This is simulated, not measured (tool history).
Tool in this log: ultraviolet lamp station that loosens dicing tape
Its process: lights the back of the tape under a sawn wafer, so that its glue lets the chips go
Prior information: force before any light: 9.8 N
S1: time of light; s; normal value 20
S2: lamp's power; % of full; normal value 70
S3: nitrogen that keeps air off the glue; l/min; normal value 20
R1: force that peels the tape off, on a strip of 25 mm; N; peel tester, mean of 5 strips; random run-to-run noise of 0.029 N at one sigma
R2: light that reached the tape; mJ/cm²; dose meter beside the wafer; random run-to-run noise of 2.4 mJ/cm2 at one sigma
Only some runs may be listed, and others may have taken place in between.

run 1 hour=0.0 | S1=20 S2=70 S3=20 | R1=1.792 R2=228
run 2 hour=9.7 | S1=20 S2=70 S3=20 | R1=1.865 R2=225
run 3 hour=18.7 | S1=20 S2=70 S3=33 | R1=1.422 R2=220
run 4 hour=24.5 | S1=20 S2=100 S3=33 | R1=0.687 R2=319
run 5 hour=32.0 | S1=20 S2=100 S3=33 | R1=0.688 R2=317
run 6 hour=36.5 | S1=20 S2=100 S3=33 | R1=0.710 R2=317
run 7 hour=45.6 | S1=20 S2=100 S3=33 | R1=0.682 R2=313
run 8 hour=54.7 | S1=20 S2=100 S3=33 | R1=0.687 R2=313
run 9 hour=59.2 | S1=20 S2=100 S3=33 | R1=0.691 R2=312
run 10 hour=65.3 | S1=20 S2=100 S3=33 | R1=0.693 R2=314
run 11 hour=72.3 | S1=37 S2=70 S3=30 | R1=0.411 R2=407
run 12 hour=81.5 | S1=12 S2=70 S3=10 | R1=4.671 R2=130
run 13 hour=85.7 | S1=12 S2=70 S3=10 | R1=4.576 R2=133
run 14 hour=94.7 | S1=12 S2=70 S3=10 | R1=4.626 R2=129
run 15 hour=99.1 | S1=38 S2=98 S3=7 | R1=0.586 R2=575
run 16 hour=105.0 | S1=38 S2=98 S3=7 | R1=0.566 R2=580
run 17 hour=110.3 | S1=39 S2=67 S3=20 | R1=0.554 R2=404

4 options for the next run, each taken on its own from the tool as it stands now. Forecast them:
run A hour=119.0 | S1=17 S2=63 S3=13 | R1=? R2=?
run B hour=119.0 | S1=27 S2=90 S3=8 | R1=? R2=?
run C hour=119.0 | S1=14 S2=69 S3=8 | R1=? R2=?
run D hour=119.0 | S1=15 S2=99 S3=20 | R1=? R2=?

run=A R1=3.342 R2=165
run=B R1=1.316 R2=370
run=C R1=4.457 R2=150
run=D R1=1.837 R2=230
Without the tool's hidden state the same runs would have given:
run=A R1=2.712 R2=198
run=B R1=0.914 R2=444
run=C R1=3.805 R2=179
run=D R1=1.331 R2=275

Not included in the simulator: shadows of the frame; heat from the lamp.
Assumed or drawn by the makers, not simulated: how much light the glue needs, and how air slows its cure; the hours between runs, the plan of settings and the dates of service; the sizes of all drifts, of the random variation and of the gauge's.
